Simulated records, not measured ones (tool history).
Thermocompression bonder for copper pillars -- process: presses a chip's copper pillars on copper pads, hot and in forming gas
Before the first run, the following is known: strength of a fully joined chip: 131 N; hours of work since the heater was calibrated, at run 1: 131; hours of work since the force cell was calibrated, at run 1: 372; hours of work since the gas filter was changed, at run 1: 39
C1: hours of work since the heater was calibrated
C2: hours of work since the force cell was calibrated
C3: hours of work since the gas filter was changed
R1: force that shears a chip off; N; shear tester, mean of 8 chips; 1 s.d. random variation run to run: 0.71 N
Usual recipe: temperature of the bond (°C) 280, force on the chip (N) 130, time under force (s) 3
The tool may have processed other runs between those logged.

{"run": 1, "hour": 0.0, "temperature of the bond (°C)": 280, "force on the chip (N)": 130, "time under force (s)": 3, "C1": 131, "C2": 372, "C3": 39, "R1": 48.7}
{"run": 2, "hour": 41.8, "temperature of the bond (°C)": 280, "force on the chip (N)": 84, "time under force (s)": 3, "C1": 159, "C2": 400, "C3": 67, "R1": 36.5}
{"run": 3, "hour": 68.4, "temperature of the bond (°C)": 280, "force on the chip (N)": 84, "time under force (s)": 3, "C1": 177, "C2": 417, "C3": 84, "R1": 36.5}
{"run": 4, "hour": 98.0, "temperature of the bond (°C)": 273, "force on the chip (N)": 130, "time under force (s)": 3, "C1": 196, "C2": 437, "C3": 104, "R1": 42.9}
{"run": 5, "hour": 128.6, "temperature of the bond (°C)": 273, "force on the chip (N)": 130, "time under force (s)": 3, "C1": 217, "C2": 457, "C3": 124, "R1": 44.4}
{"run": 6, "hour": 164.9, "temperature of the bond (°C)": 273, "force on the chip (N)": 130, "time under force (s)": 3, "C1": 241, "C2": 482, "C3": 148, "R1": 44.4}
{"run": 7, "hour": 212.7, "temperature of the bond (°C)": 273, "force on the chip (N)": 130, "time under force (s)": 3, "C1": 273, "C2": 513, "C3": 180, "R1": 42.6}
{"run": 8, "hour": 246.7, "temperature of the bond (°C)": 267, "force on the chip (N)": 130, "time under force (s)": 3, "C1": 295, "C2": 536, "C3": 203, "R1": 38.4}
{"run": 9, "hour": 299.8, "temperature of the bond (°C)": 267, "force on the chip (N)": 130, "time under force (s)": 3, "C1": 330, "C2": 571, "C3": 238, "R1": 38.7}
{"run": 10, "hour": 330.8, "temperature of the bond (°C)": 267, "force on the chip (N)": 130, "time under force (s)": 3, "C1": 351, "C2": 592, "C3": 259, "R1": 38.3}
{"run": 11, "hour": 373.8, "temperature of the bond (°C)": 267, "force on the chip (N)": 130, "time under force (s)": 3, "C1": 380, "C2": 620, "C3": 287, "R1": 37.9}
{"run": 12, "hour": 400.3, "temperature of the bond (°C)": 280, "force on the chip (N)": 130, "time under force (s)": 3, "C1": 397, "C2": 638, "C3": 305, "R1": 46.1}
{"run": 13, "hour": 445.0, "temperature of the bond (°C)": 280, "force on the chip (N)": 130, "time under force (s)": 3, "C1": 427, "C2": 668, "C3": 334, "R1": 45.8}
{"run": 14, "hour": 494.6, "temperature of the bond (°C)": 280, "force on the chip (N)": 130, "time under force (s)": 3, "C1": 460, "C2": 701, "C3": 367, "R1": 46.5}
{"run": 15, "hour": 521.8, "temperature of the bond (°C)": 280, "force on the chip (N)": 130, "time under force (s)": 3, "C1": 478, "C2": 719, "C3": 385, "R1": 45.4}
{"run": 16, "hour": 562.4, "temperature of the bond (°C)": 280, "force on the chip (N)": 130, "time under force (s)": 3, "C1": 505, "C2": 746, "C3": 412, "R1": 45.2}
{"run": 17, "hour": 608.8, "temperature of the bond (°C)": 280, "force on the chip (N)": 130, "time under force (s)": 5, "C1": 536, "C2": 776, "C3": 443, "R1": 54.5}
{"run": 18, "hour": 642.6, "temperature of the bond (°C)": 295, "force on the chip (N)": 130, "time under force (s)": 5, "C1": 558, "C2": 799, "C3": 466, "R1": 64.6}
{"hour": 671.6, "done": "forming gas filter changed"}
{"run": 19, "hour": 683.9, "temperature of the bond (°C)": 295, "force on the chip (N)": 130, "time under force (s)": 5, "C1": 585, "C2": 826, "C3": 8, "R1": 67.1}
{"run": 20, "hour": 718.9, "temperature of the bond (°C)": 280, "force on the chip (N)": 130, "time under force (s)": 4, "C1": 608, "C2": 849, "C3": 31, "R1": 52.6}
{"run": 21, "hour": 742.3, "temperature of the bond (°C)": 280, "force on the chip (N)": 130, "time under force (s)": 4, "C1": 624, "C2": 865, "C3": 47, "R1": 50.9}
{"run": 22, "hour": 790.4, "temperature of the bond (°C)": 303, "force on the chip (N)": 130, "time under force (s)": 2, "C1": 656, "C2": 897, "C3": 79, "R1": 53.2}
{"run": 23, "hour": 815.6, "temperature of the bond (°C)": 280, "force on the chip (N)": 115, "time under force (s)": 2, "C1": 673, "C2": 913, "C3": 96, "R1": 35.1}
{"hour": 820.9, "done": "force cell calibrated"}
{"run": 24, "hour": 855.2, "temperature of the bond (°C)": 282, "force on the chip (N)": 148, "time under force (s)": 3, "C1": 698, "C2": 23, "C3": 121, "R1": 50.4}
{"run": 25, "hour": 900.3, "temperature of the bond (°C)": 282, "force on the chip (N)": 82, "time under force (s)": 3, "C1": 728, "C2": 53, "C3": 151, "R1": 35.3}
{"run": 26, "hour": 923.2, "temperature of the bond (°C)": 282, "force on the chip (N)": 82, "time under force (s)": 2, "C1": 743, "C2": 68, "C3": 166, "R1": 28.7}
{"run": 27, "hour": 965.0, "temperature of the bond (°C)": 282, "force on the chip (N)": 82, "time under force (s)": 2, "C1": 771, "C2": 96, "C3": 194, "R1": 28}
{"run": 28, "hour": 1004.9, "temperature of the bond (°C)": 296, "force on the chip (N)": 117, "time under force (s)": 3, "C1": 797, "C2": 122, "C3": 220, "R1": 51.2}
{"run": 29, "hour": 1041.6, "temperature of the bond (°C)": 296, "force on the chip (N)": 117, "time under force (s)": 3, "C1": 822, "C2": 147, "C3": 245, "R1": 51.4}
{"run": 30, "hour": 1082.0, "temperature of the bond (°C)": 300, "force on the chip (N)": 179, "time under force (s)": 3, "C1": 849, "C2": 173, "C3": 272, "R1": 66.6}
{"run": 31, "hour": 1127.1, "temperature of the bond (°C)": 300, "force on the chip (N)": 179, "time under force (s)": 3, "C1": 879, "C2": 203, "C3": 302, "R1": 66.9}
{"hour": 1133.1, "done": "force cell calibrated, once more"}
{"run": 32, "hour": 1155.5, "temperature of the bond (°C)": 306, "force on the chip (N)": 84, "time under force (s)": 7, "C1": 896, "C2": 15, "C3": 319, "R1": 66.2}
{"run": 33, "hour": 1187.6, "temperature of the bond (°C)": 257, "force on the chip (N)": 121, "time under force (s)": 5, "C1": 918, "C2": 36, "C3": 341, "R1": 35.8}
{"run": 34, "hour": 1234.4, "temperature of the bond (°C)": 257, "force on the chip (N)": 101, "time under force (s)": 2, "C1": 949, "C2": 67, "C3": 372, "R1": 22.1}
{"run": 35, "hour": 1282.2, "temperature of the bond (°C)": 257, "force on the chip (N)": 101, "time under force (s)": 2, "C1": 981, "C2": 99, "C3": 403, "R1": 21.2}
{"run": 36, "hour": 1312.8, "temperature of the bond (°C)": 293, "force on the chip (N)": 143, "time under force (s)": 8, "C1": 1001, "C2": 119, "C3": 424, "R1": 75.1}
{"run": 37, "hour": 1342.1, "temperature of the bond (°C)": 280, "force on the chip (N)": 130, "time under force (s)": 4, "C1": 1020, "C2": 139, "C3": 443, "R1": 47.8}
{"run": 38, "hour": 1387.1, "temperature of the bond (°C)": 268, "force on the chip (N)": 164, "time under force (s)": 3, "C1": 1050, "C2": 169, "C3": 473, "R1": 40.4}
{"hour": 1404.1, "done": "forming gas filter changed"}
{"run": 39, "hour": 1431.3, "temperature of the bond (°C)": 268, "force on the chip (N)": 97, "time under force (s)": 3, "C1": 1079, "C2": 198, "C3": 18, "R1": 30.1}

Selected run-to-run steps in R1, each split into two signed amounts: the part the tool would show with no hidden state at all (from settings, incoming material and random variation), and the remainder, which goes to the hidden state together with any gauge scatter not common to the measured and the hidden-state-free results:
What the log doesn't record here: true temperature of the bond over the reading, C; force that reaches the chip, % of what is set; oxide that the forming gas leaves, % of the face; drift of the gauge itself on shear_n, %.
Run 18 -> 19: forming gas filter changed. R1 +2.5 N: hidden state +3, all else -0.5.
Run 32 -> 33: temperature of the bond (°C) 306 -> 257, force on the chip (N) 84 -> 121, time under force (s) 7 -> 5. R1 -30.4 N: hidden state +1.7, all else -32.1.
Run 35 -> 36: temperature of the bond (°C) 257 -> 293, force on the chip (N) 101 -> 143, time under force (s) 2 -> 8. R1 +53.9 N: hidden state -6.3, all else +60.2.
Run 36 -> 37: temperature of the bond (°C) 293 -> 280, force on the chip (N) 143 -> 130, time under force (s) 8 -> 4. R1 -27.3 N: hidden state +1.9, all else -29.2.
Run 38 -> 39: force on the chip (N) 164 -> 97, forming gas filter changed. R1 -10.3 N: hidden state +3.5, all else -13.8.

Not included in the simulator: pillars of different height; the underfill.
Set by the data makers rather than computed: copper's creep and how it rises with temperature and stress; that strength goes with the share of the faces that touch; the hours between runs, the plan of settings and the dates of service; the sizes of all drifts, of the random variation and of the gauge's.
